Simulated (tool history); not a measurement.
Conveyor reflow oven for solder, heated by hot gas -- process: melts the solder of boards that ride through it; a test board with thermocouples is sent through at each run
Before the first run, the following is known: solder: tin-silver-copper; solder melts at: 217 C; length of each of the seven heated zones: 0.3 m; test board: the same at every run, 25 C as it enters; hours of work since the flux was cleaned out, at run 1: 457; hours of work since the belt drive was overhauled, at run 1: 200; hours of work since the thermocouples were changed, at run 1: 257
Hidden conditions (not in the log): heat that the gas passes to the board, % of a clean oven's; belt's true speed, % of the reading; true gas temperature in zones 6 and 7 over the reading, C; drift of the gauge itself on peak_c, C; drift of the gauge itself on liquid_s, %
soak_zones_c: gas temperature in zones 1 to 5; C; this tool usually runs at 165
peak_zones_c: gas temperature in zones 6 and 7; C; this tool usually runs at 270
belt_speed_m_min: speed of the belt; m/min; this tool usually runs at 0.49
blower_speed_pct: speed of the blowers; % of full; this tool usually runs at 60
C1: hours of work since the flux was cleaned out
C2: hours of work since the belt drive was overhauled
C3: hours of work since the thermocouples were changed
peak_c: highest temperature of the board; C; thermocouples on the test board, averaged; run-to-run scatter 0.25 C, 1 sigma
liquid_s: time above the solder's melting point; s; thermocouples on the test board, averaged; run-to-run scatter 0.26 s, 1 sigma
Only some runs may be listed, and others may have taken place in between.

run 1 day=0 | soak_zones_c=165 peak_zones_c=270 belt_speed_m_min=0.49 blower_speed_pct=60 | C1=457 C2=200 C3=257 | peak_c=245.9 liquid_s=45.5
run 2 day=0.6 | soak_zones_c=165 peak_zones_c=270 belt_speed_m_min=0.49 blower_speed_pct=60 | C1=463 C2=207 C3=264 | peak_c=245.9 liquid_s=45.4
run 3 day=0.858 | soak_zones_c=165 peak_zones_c=270 belt_speed_m_min=0.49 blower_speed_pct=60 | C1=466 C2=210 C3=266 | peak_c=245.8 liquid_s=45.4
run 4 day=1.117 | soak_zones_c=165 peak_zones_c=270 belt_speed_m_min=0.49 blower_speed_pct=75 | C1=469 C2=212 C3=269 | peak_c=250.3 liquid_s=49.5
run 5 day=1.729 | soak_zones_c=165 peak_zones_c=270 belt_speed_m_min=0.49 blower_speed_pct=75 | C1=476 C2=219 C3=276 | peak_c=250.1 liquid_s=49.6
run 6 day=2.25 | soak_zones_c=165 peak_zones_c=270 belt_speed_m_min=0.49 blower_speed_pct=75 | C1=481 C2=225 C3=282 | peak_c=250.3 liquid_s=49.8
run 7 day=2.6 | soak_zones_c=165 peak_zones_c=270 belt_speed_m_min=0.49 blower_speed_pct=75 | C1=485 C2=229 C3=286 | peak_c=249.6 liquid_s=49.8
run 8 day=2.862 | soak_zones_c=166 peak_zones_c=270 belt_speed_m_min=0.561 blower_speed_pct=60 | C1=488 C2=232 C3=288 | peak_c=240.5 liquid_s=34.2
-- day=3.254 flux residue cleaned out of gas plates and filters
run 9 day=3.342 | soak_zones_c=166 peak_zones_c=270 belt_speed_m_min=0.561 blower_speed_pct=60 | C1=1 C2=235 C3=291 | peak_c=240.4 liquid_s=34.3
run 10 day=3.804 | soak_zones_c=165 peak_zones_c=280 belt_speed_m_min=0.499 blower_speed_pct=60 | C1=6 C2=240 C3=296 | peak_c=253.4 liquid_s=50.3

What differs in the tool's unlogged condition from the final listed run ahead of each entry between runs to the first listed run following it?
In the gap between runs 8 and 9: flux residue cleaned out of gas plates and filters (day 3.254)
  heat that the gas passes to the board, % of a clean oven's: 99.5 -> 100
